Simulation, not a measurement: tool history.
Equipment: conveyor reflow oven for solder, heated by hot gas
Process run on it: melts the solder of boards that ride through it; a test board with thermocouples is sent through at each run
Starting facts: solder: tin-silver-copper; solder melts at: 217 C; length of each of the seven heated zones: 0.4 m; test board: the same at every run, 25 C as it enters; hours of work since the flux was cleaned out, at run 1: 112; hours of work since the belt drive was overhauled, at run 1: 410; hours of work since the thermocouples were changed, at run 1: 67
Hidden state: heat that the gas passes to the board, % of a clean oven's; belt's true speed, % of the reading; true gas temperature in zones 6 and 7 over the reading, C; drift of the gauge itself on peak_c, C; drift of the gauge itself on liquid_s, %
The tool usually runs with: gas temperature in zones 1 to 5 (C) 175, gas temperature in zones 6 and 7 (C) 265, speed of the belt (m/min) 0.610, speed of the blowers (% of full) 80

run,day,gas temperature in zones 1 to 5 (C),gas temperature in zones 6 and 7 (C),speed of the belt (m/min),speed of the blowers (% of full),hours of work since the flux was cleaned out,hours of work since the belt drive was overhauled,hours of work since the thermocouples were changed,highest temperature of the board (C),time above the solder's melting point (s)
1,0.000,175,265,0.610,80,112,410,67,252.9,62.9
2,0.625,175,265,0.610,80,120,419,76,252.7,61.4
3,1.192,175,265,0.610,66,128,427,84,250.7,59.1
4,1.542,175,265,0.610,80,133,431,89,253.1,62.0
5,2.167,175,265,0.610,80,142,440,97,252.7,61.3
6,2.729,175,265,0.610,80,150,448,105,253.0,61.8
7,3.512,175,265,0.610,80,161,459,116,253.2,61.4
8,4.188,175,265,0.610,80,170,468,125,252.4,61.0
9,4.642,175,265,0.610,80,176,474,132,253.3,61.4
10,5.283,175,265,0.610,80,185,483,141,253.1,61.1
11,5.858,175,265,0.610,80,193,491,149,252.4,61.0
12,6.625,175,265,0.610,80,204,502,159,252.6,61.5
# day 6.883: flux residue cleaned out of gas plates and filters
13,7.575,170,265,0.610,80,10,512,170,251.6,58.1
14,7.942,161,265,0.613,81,15,517,175,250.2,53.7
# day 8.388: flux residue cleaned out of gas plates and filters, once more
15,8.712,161,265,0.613,81,5,525,182,251.7,56.5
16,9.254,188,273,0.620,81,12,533,190,262.8,71.7
17,9.821,188,273,0.620,81,20,541,198,263.0,72.0
18,10.292,188,273,0.620,81,26,547,204,262.8,72.0
19,10.842,187,279,0.620,82,34,555,212,267.9,73.2
20,11.283,187,279,0.620,82,40,561,218,268.2,73.4
21,11.996,163,265,0.508,64,50,571,228,254.8,71.9
22,12.425,166,269,0.678,79,56,577,234,252.8,52.0
23,12.912,166,269,0.678,79,63,583,241,252.5,52.0
24,13.383,171,268,0.498,86,69,590,247,261.3,82.4

Across each entry between runs, compare the hidden state at the last listed run before it with the hidden state at the first listed run after it:
Run 12 -> run 13: flux residue cleaned out of gas plates and filters (day 6.883)
  heat that the gas passes to the board, % of a clean oven's: 93.2 -> 90.1; belt's true speed, % of the reading: 98.5 -> 98.47; true gas temperature in zones 6 and 7 over the reading, C: 0.14 -> 0.16
  what was measured, less what the result would be without the hidden state, highest temperature of the board (C): -0.9 -> -1.7; time above the solder's melting point (s): +0.0 -> -0.9
Run 14 -> run 15: flux residue cleaned out of gas plates and filters, once more (day 8.388)
  heat that the gas passes to the board, % of a clean oven's: 89.9 -> 99.8; belt's true speed, % of the reading: 98.45 -> 98.43; true gas temperature in zones 6 and 7 over the reading, C: 0.16 -> 0.17
  what was measured, less what the result would be without the hidden state, highest temperature of the board (C): -1.9 -> +0.6; time above the solder's melting point (s): -1.3 -> +1.4
